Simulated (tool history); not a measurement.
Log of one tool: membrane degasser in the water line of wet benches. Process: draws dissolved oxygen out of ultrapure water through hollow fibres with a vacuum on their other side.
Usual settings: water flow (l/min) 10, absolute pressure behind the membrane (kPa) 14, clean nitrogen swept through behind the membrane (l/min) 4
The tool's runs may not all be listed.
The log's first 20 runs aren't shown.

run      day  water flow (l/min)  absolute pressure behind the membrane (kPa)  clean nitrogen swept through behind the membrane (l/min)  dissolved oxygen in the water behind the degasser (ppb)  pressure that the water loses in the fibres (kPa)
 21   96.883                   8                                         12.5                                                         4                                                     47.4                                              44.96
 22  101.204                   7                                         25.6                                                      5.96                                                     66.6                                              39.39
 23  105.712                   8                                          8.6                                                      3.67                                                     30.8                                              44.82
 24  110.196                   8                                          8.6                                                      3.67                                                     30.1                                              45.03
 25    115.5                  13                                         26.9                                                      6.59                                                    131.7                                              72.82
 26  120.108                   9                                         13.4                                                      6.59                                                       37                                              50.36
 27  122.688                   9                                         13.4                                                      6.59                                                     37.4                                              50.32
 28  126.608                   9                                         13.4                                                      6.59                                                     37.2                                              50.81
 29    131.5                   7                                         18.1                                                      8.21                                                     32.6                                              39.29
 30  134.533                  10                                         24.4                                                     10.24                                                     56.3                                              56.26
 31  137.942                  10                                         23.4                                                      5.74                                                     91.9                                              56.24
 32  140.767                   9                                         23.4                                                      7.65                                                     62.4                                              50.75
 33  144.567                   9                                         23.4                                                      7.65                                                     63.4                                               50.1

Forecast each of these 3 alternatives for the next run:
  A  150.421                  16                                         27.7                                                      6.15                                                        ?                                                  ?
  B  150.421                  13                                         17.1                                                      1.63                                                        ?                                                  ?
  C  150.421                  12                                         19.9                                                         4                                                        ?                                                  ?

run  dissolved oxygen in the water behind the degasser (ppb)  pressure that the water loses in the fibres (kPa)
  A                                                    193.9                                              90.15
  B                                                    280.7                                              72.69
  C                                                    134.7                                              67.28
Without the tool's hidden state the same runs would have given:
run  dissolved oxygen in the water behind the degasser (ppb)  pressure that the water loses in the fibres (kPa)
  A                                                    188.7                                              90.08
  B                                                    273.2                                              72.63
  C                                                    131.1                                              67.23
